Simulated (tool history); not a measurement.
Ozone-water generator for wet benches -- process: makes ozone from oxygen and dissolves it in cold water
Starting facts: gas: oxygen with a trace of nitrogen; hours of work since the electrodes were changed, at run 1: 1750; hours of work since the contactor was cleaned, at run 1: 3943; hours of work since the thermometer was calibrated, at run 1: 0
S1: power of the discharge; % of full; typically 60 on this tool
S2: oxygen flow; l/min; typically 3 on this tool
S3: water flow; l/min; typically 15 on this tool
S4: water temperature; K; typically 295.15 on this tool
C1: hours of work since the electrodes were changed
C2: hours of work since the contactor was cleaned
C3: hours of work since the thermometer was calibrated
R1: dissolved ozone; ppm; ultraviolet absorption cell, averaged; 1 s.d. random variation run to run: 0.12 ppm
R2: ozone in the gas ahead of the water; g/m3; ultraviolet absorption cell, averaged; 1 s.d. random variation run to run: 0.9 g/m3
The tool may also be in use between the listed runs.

Run 1, day 0: usual settings; C1 1750; C2 3943; C3 0. Result: R1 9.5 ppm, R2 144.7 g/m3.
Run 2, day 6.371: usual settings; C1 1875; C2 4067; C3 125. Result: R1 9.3 ppm, R2 142.4 g/m3.
Run 3, day 12.983: usual settings; C1 2004; C2 4197; C3 254. Result: R1 9.1 ppm, R2 143.6 g/m3.
Run 4, day 18.538: usual settings; C1 2113; C2 4306; C3 363. Result: R1 9.1 ppm, R2 144.7 g/m3.
Run 5, day 23.246: usual settings but S2 3.94 l/min; C1 2205; C2 4398; C3 455. Result: R1 9.1 ppm, R2 123.6 g/m3.
Run 6, day 30.442: usual settings; C1 2346; C2 4539; C3 596. Result: R1 9.1 ppm, R2 144.7 g/m3.
Run 7, day 38.442: usual settings; C1 2502; C2 4695; C3 752. Result: R1 9 ppm, R2 143 g/m3.
Run 8, day 42.779: usual settings; C1 2587; C2 4780; C3 837. Result: R1 8.9 ppm, R2 144.3 g/m3.
Run 9, day 51.242: usual settings; C1 2753; C2 4946; C3 1003. Result: R1 8.9 ppm, R2 142 g/m3.
Run 10, day 57.558: usual settings but S4 289.15 K; C1 2876; C2 5069; C3 1126. Result: R1 9.6 ppm, R2 140.3 g/m3.
Run 11, day 64.204: usual settings but S4 289.15 K; C1 3006; C2 5199; C3 1256. Result: R1 9.5 ppm, R2 141.5 g/m3.
Run 12, day 71.367: usual settings but S4 289.15 K; C1 3147; C2 5339; C3 1397. Result: R1 9.4 ppm, R2 142.8 g/m3.
At day 76.379: contactor cleaned.
Run 13, day 77.129: usual settings but S1 49 % of full; C1 3256; C2 15; C3 1506. Result: R1 8.4 ppm, R2 121.9 g/m3.
Run 14, day 82.75: usual settings but S1 49 % of full; C1 3366; C2 125; C3 1616. Result: R1 8.3 ppm, R2 121.3 g/m3.
Run 15, day 87.225: usual settings but S1 49 % of full; C1 3454; C2 212; C3 1704. Result: R1 8.5 ppm, R2 120.8 g/m3.
Run 16, day 96.438: usual settings but S1 49 % of full; C1 3634; C2 393; C3 1884. Result: R1 8.5 ppm, R2 120.3 g/m3.
Run 17, day 104.762: usual settings but S1 69 % of full, S2 1.58 l/min, S3 18 l/min, S4 289.15 K; C1 3797; C2 555; C3 2047. Result: R1 8.5 ppm, R2 223.8 g/m3.
Run 18, day 112.696: usual settings but S1 69 % of full, S2 1.58 l/min, S3 18 l/min, S4 289.15 K; C1 3952; C2 711; C3 2202. Result: R1 8.7 ppm, R2 220.7 g/m3.
Run 19, day 120.496: usual settings but S1 66 % of full, S2 2.58 l/min; C1 4105; C2 863; C3 2355. Result: R1 10.3 ppm, R2 162.1 g/m3.
Run 20, day 129.425: usual settings but S1 66 % of full, S2 2.58 l/min; C1 4279; C2 1038; C3 2530. Result: R1 10 ppm, R2 162.8 g/m3.
Run 21, day 133.296: usual settings but S1 66 % of full, S2 2.58 l/min; C1 4355; C2 1114; C3 2605. Result: R1 10.1 ppm, R2 163.3 g/m3.
Run 22, day 141.767: usual settings but S1 66 % of full, S2 2.58 l/min; C1 4521; C2 1280; C3 2771. Result: R1 10 ppm, R2 160.8 g/m3.
Run 23, day 148.479: usual settings but S1 43 % of full, S2 1.6 l/min, S3 14 l/min, S4 291.15 K; C1 4652; C2 1411; C3 2902. Result: R1 7.6 ppm, R2 152.9 g/m3.
Run 24, day 152.296: usual settings but S1 81 % of full, S3 11 l/min, S4 299.15 K; C1 4727; C2 1486; C3 2977. Result: R1 14.5 ppm, R2 173.7 g/m3.
At day 155.096: water thermometer calibrated.
Run 25, day 157.762: usual settings but S1 81 % of full, S3 11 l/min, S4 299.15 K; C1 4834; C2 1592; C3 52. Result: R1 14.2 ppm, R2 171.7 g/m3.
Run 26, day 164.575: usual settings but S3 24 l/min, S4 297.15 K; C1 4967; C2 1726; C3 186. Result: R1 5.6 ppm, R2 137.8 g/m3.
Run 27, day 168.838: usual settings but S2 2.78 l/min, S3 19 l/min, S4 297.15 K; C1 5050; C2 1809; C3 269. Result: R1 7 ppm, R2 144.8 g/m3.
Run 28, day 173.025: usual settings but S2 1.96 l/min, S4 299.15 K; C1 5132; C2 1891; C3 351. Result: R1 8.5 ppm, R2 174.2 g/m3.
Run 29, day 180.338: usual settings but S2 1.96 l/min, S4 299.15 K; C1 5275; C2 2034; C3 494. Result: R1 8.5 ppm, R2 174.1 g/m3.
Run 30, day 187.662: usual settings but S1 52 % of full; C1 5419; C2 2177; C3 637. Result: R1 8.4 ppm, R2 122.9 g/m3.
Run 31, day 191.667: usual settings but S1 52 % of full, S3 14 l/min, S4 289.15 K; C1 5497; C2 2256; C3 716. Result: R1 9.6 ppm, R2 123.5 g/m3.
Run 32, day 199.621: usual settings but S1 52 % of full, S3 14 l/min, S4 289.15 K; C1 5653; C2 2411; C3 871. Result: R1 9.5 ppm, R2 122.9 g/m3.

Here are 5 independent what-if runs from the current tool condition. What would each one return?
Run A, day 207.504: usual settings but S1 61 % of full, S2 3.25 l/min; C1 5807; C2 2566; C3 1026. Result: R1 ?, R2 ?.
Run B, day 207.504: usual settings but S2 4.32 l/min; C1 5807; C2 2566; C3 1026. Result: R1 ?, R2 ?.
Run C, day 207.504: usual settings but S4 289.15 K; C1 5807; C2 2566; C3 1026. Result: R1 ?, R2 ?.
Run D, day 207.504: usual settings but S4 289.15 K; C1 5807; C2 2566; C3 1026. Result: R1 ?, R2 ?.
Run E, day 207.504: usual settings but S3 17 l/min, S4 302.15 K; C1 5807; C2 2566; C3 1026. Result: R1 ?, R2 ?.

run   R1     R2
  A  9.2  131.1
  B  8.9    111
  C  9.5  136.7
  D  9.7  136.4
  E  7.2  135.7
The same runs, with their run-to-run variation unchanged, on a tool lacking any hidden condition would have given:
run    R1     R2
  A  10.5  143.6
  B  10.2  121.4
  C  10.9  149.6
  D  11.1  149.3
  E   8.2  148.5
